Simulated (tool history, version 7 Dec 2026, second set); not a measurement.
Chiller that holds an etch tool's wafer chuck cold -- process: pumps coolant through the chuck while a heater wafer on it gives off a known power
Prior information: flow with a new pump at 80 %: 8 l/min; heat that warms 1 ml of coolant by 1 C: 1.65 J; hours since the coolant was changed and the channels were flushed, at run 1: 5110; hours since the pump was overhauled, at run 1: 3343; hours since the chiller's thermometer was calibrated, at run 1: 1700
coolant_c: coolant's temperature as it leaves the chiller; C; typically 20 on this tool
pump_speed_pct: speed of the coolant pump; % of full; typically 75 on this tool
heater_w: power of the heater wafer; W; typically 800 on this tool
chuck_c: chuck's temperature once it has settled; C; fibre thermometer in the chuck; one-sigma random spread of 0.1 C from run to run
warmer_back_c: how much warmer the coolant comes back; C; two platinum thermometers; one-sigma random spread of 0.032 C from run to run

run	hour	coolant_c	pump_speed_pct	heater_w	hours since the coolant was changed and the channels were flushed	hours since the pump was overhauled	hours since the chiller's thermometer was calibrated	chuck_c	warmer_back_c
1	0	20	75	800	5110	3343	1700	31.3	4.14
2	62	20	75	548	5172	3405	1762	27.8	2.86
3	98.3	20	75	548	5209	3441	1798	27.8	2.96
4	184.6	20	75	548	5295	3527	1884	27.8	2.94
5	226.9	23	75	800	5337	3570	1927	34.4	4.21
6	291	23	75	716	5401	3634	1991	33.2	3.83
7	346.6	23	75	716	5457	3689	2046	33	3.79
8	405.4	23	75	716	5516	3748	2105	33.4	3.83
9	493.7	20	75	800	5604	3836	2193	31.2	4.27
10	532.9	20	75	800	5643	3876	2233	31.6	4.29
# hour 582.2: chiller's thermometer calibrated
11	609.1	20	75	800	5718	3951	27	31.3	4.28
12	687.4	20	75	800	5797	4029	105	30.9	4.28
13	725.8	20	75	800	5835	4068	144	31.3	4.3
14	769.9	20	75	800	5879	4112	188	31.3	4.29
15	827.1	20	75	800	5936	4169	245	31.3	4.34
# hour 896.8: coolant changed, channels flushed
16	898.5	21	75	800	2	4234	310	30.8	4.34
17	938.1	21	75	800	41	4274	350	31	4.36
18	997.9	21	75	800	101	4334	410	30.8	4.31
19	1043.7	20	63	521	147	4379	456	27.5	3.34
20	1082.7	20	63	521	186	4418	495	27.4	3.43
21	1150.4	20	63	521	254	4486	562	27.5	3.4
22	1205.3	17	64	972	308	4541	617	31.1	6.23
23	1291.6	13	74	401	395	4627	703	18.1	2.23
24	1331.3	19	93	401	434	4667	743	23.3	1.75
25	1388.1	28	75	762	491	4724	800	37.5	4.14
26	1442.8	22	75	772	546	4779	855	31.7	4.2
27	1478.4	26	62	1082	582	4814	890	42	7.17
28	1544.2	26	62	1082	647	4880	956	42.1	7.16
29	1583.4	20	62	807	687	4919	995	32	5.35
30	1627.5	20	97	1171	731	4963	1039	32.3	4.88
31	1710.5	20	97	1171	814	5046	1122	32.3	4.91

3 ways to go on from here, each from the tool as it stands after run 31. What would each give?
A	1751.9	20	95	536	855	5088	1164	?	?
B	1751.9	20	93	845	855	5088	1164	?	?
C	1751.9	21	79	492	855	5088	1164	?	?

run	chuck_c	warmer_back_c
A	26.1	2.26
B	29.2	3.66
C	27.4	2.51
Without the tool's unlogged condition, the same runs would have read:
run	chuck_c	warmer_back_c
A	25.3	2.01
B	28.1	3.25
C	26.5	2.23

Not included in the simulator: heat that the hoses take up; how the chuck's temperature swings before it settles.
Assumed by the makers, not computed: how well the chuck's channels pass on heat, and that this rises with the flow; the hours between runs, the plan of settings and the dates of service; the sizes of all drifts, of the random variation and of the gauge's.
